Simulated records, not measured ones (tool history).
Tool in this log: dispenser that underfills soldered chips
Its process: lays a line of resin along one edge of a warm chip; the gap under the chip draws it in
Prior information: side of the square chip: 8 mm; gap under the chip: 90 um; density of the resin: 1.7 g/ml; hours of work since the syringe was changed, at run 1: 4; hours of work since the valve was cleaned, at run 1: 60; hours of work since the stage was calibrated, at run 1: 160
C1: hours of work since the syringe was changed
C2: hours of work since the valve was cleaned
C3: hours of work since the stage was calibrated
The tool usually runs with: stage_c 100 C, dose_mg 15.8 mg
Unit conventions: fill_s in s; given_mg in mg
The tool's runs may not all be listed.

Run 1, hour 0.0: usual settings; C1 4; C2 60; C3 160. Result: fill_s 24.2 s, given_mg 15.21 mg.
At hour 3.3: new syringe of resin.
At hour 4.3: dispensing valve cleaned and set on the balance.
Run 2, hour 11.0: usual settings but dose_mg 17.7 mg; C1 5; C2 5; C3 167. Result: fill_s 24.4 s, given_mg 17.74 mg.
At hour 14.1: new syringe of resin.
Run 3, hour 21.3: usual settings but dose_mg 17.7 mg; C1 5; C2 11; C3 173. Result: fill_s 24.7 s, given_mg 17.63 mg.
At hour 24.2: new syringe of resin.
At hour 33.9: new syringe of resin.
Run 4, hour 34.9: usual settings but stage_c 91 C, dose_mg 17.7 mg; C1 1; C2 20; C3 182. Result: fill_s 24.0 s, given_mg 17.57 mg.
At hour 43.7: new syringe of resin.
Run 5, hour 43.7: usual settings but stage_c 91 C, dose_mg 17.7 mg; C1 0; C2 26; C3 188. Result: fill_s 23.7 s, given_mg 17.48 mg.
At hour 54.0: new syringe of resin.
Run 6, hour 55.6: usual settings but dose_mg 18.4 mg; C1 1; C2 34; C3 196. Result: fill_s 19.2 s, given_mg 18.13 mg.
At hour 64.1: new syringe of resin.
Run 7, hour 64.9: usual settings but dose_mg 18.4 mg; C1 1; C2 40; C3 202. Result: fill_s 19.1 s, given_mg 17.99 mg.
At hour 74.0: new syringe of resin.
Run 8, hour 74.7: usual settings but dose_mg 16.9 mg; C1 1; C2 47; C3 209. Result: fill_s 19.7 s, given_mg 16.51 mg.
Run 9, hour 83.1: usual settings; C1 6; C2 52; C3 214. Result: fill_s 27.8 s, given_mg 15.35 mg.
At hour 84.4: new syringe of resin.
Run 10, hour 92.7: usual settings; C1 6; C2 59; C3 221. Result: fill_s 26.7 s, given_mg 15.31 mg.
At hour 94.9: new syringe of resin.
At hour 99.0: dispensing valve cleaned and set on the balance.
Run 11, hour 105.0: usual settings; C1 6; C2 4; C3 228. Result: fill_s 26.5 s, given_mg 15.76 mg.
At hour 106.3: new syringe of resin.
Run 12, hour 110.9: usual settings; C1 3; C2 8; C3 232. Result: fill_s 22.5 s, given_mg 15.74 mg.
At hour 117.0: new syringe of resin.
Run 13, hour 121.8: usual settings; C1 3; C2 15; C3 239. Result: fill_s 22.9 s, given_mg 15.70 mg.
At hour 126.9: new syringe of resin.
Run 14, hour 129.8: usual settings but stage_c 109 C, dose_mg 20.2 mg; C1 2; C2 20; C3 245. Result: fill_s 16.7 s, given_mg 20.04 mg.
At hour 136.7: new syringe of resin.
Run 15, hour 141.0: usual settings but dose_mg 15.2 mg; C1 3; C2 28; C3 252. Result: fill_s 21.8 s, given_mg 14.96 mg.
At hour 146.7: new syringe of resin.
Run 16, hour 152.8: usual settings but stage_c 112 C, dose_mg 14.2 mg; C1 4; C2 36; C3 260. Result: fill_s 17.5 s, given_mg 13.99 mg.
At hour 157.2: new syringe of resin.
Run 17, hour 158.8: usual settings but stage_c 92 C, dose_mg 15.0 mg; C1 1; C2 40; C3 264. Result: fill_s 24.1 s, given_mg 14.67 mg.
Run 18, hour 164.7: usual settings but stage_c 87 C, dose_mg 15.0 mg; C1 5; C2 44; C3 268. Result: fill_s 35.7 s, given_mg 14.61 mg.
At hour 167.2: new syringe of resin.
Run 19, hour 175.4: usual settings but stage_c 87 C, dose_mg 15.0 mg; C1 6; C2 51; C3 275. Result: fill_s 36.9 s, given_mg 14.55 mg.
At hour 176.9: new syringe of resin.
Run 20, hour 185.5: usual settings but stage_c 87 C, dose_mg 15.0 mg; C1 6; C2 57; C3 282. Result: fill_s 37.6 s, given_mg 14.55 mg.
At hour 187.6: new syringe of resin.
At hour 193.0: dispensing valve cleaned and set on the balance.
At hour 198.3: new syringe of resin.
Run 21, hour 198.3: usual settings but stage_c 87 C, dose_mg 15.0 mg; C1 0; C2 3; C3 289. Result: fill_s 26.5 s, given_mg 14.90 mg.
Run 22, hour 207.0: usual settings but stage_c 92 C, dose_mg 14.7 mg; C1 6; C2 9; C3 295. Result: fill_s 33.2 s, given_mg 14.61 mg.
At hour 208.4: new syringe of resin.
At hour 218.7: new syringe of resin.
Run 23, hour 219.2: usual settings but stage_c 109 C, dose_mg 17.5 mg; C1 0; C2 17; C3 303. Result: fill_s 14.5 s, given_mg 17.32 mg.
At hour 228.4: new syringe of resin.
Run 24, hour 229.7: usual settings but stage_c 106 C, dose_mg 16.3 mg; C1 1; C2 24; C3 310. Result: fill_s 16.1 s, given_mg 16.04 mg.
At hour 238.3: new syringe of resin.
Run 25, hour 240.8: usual settings but stage_c 102 C, dose_mg 17.0 mg; C1 2; C2 32; C3 318. Result: fill_s 19.3 s, given_mg 16.69 mg.

5 ways to go on from here, each from the tool as it stands after run 25. What would each give?
At hour 248.4: new syringe of resin.
Run A, hour 249.7: usual settings but stage_c 86 C, dose_mg 15.3 mg; C1 1; C2 37; C3 323. Result: fill_s ?, given_mg ?.
At hour 248.4: new syringe of resin.
Run B, hour 249.7: usual settings but stage_c 104 C, dose_mg 15.6 mg; C1 1; C2 37; C3 323. Result: fill_s ?, given_mg ?.
At hour 248.4: new syringe of resin.
Run C, hour 249.7: usual settings but stage_c 112 C; C1 1; C2 37; C3 323. Result: fill_s ?, given_mg ?.
At hour 248.4: new syringe of resin.
Run D, hour 249.7: usual settings but stage_c 98 C, dose_mg 17.0 mg; C1 1; C2 37; C3 323. Result: fill_s ?, given_mg ?.
At hour 248.4: new syringe of resin.
Run E, hour 249.7: usual settings but stage_c 96 C, dose_mg 13.5 mg; C1 1; C2 37; C3 323. Result: fill_s ?, given_mg ?.

run  fill_s  given_mg
  A    28.1     14.95
  B    16.8     15.26
  C    14.0     15.46
  D    19.2     16.55
  E    21.6     13.21
What these runs would have given with no unlogged condition in the tool:
run  fill_s  given_mg
  A    27.9     15.30
  B    16.6     15.61
  C    13.9     15.82
  D    19.1     16.93
  E    21.4     13.51

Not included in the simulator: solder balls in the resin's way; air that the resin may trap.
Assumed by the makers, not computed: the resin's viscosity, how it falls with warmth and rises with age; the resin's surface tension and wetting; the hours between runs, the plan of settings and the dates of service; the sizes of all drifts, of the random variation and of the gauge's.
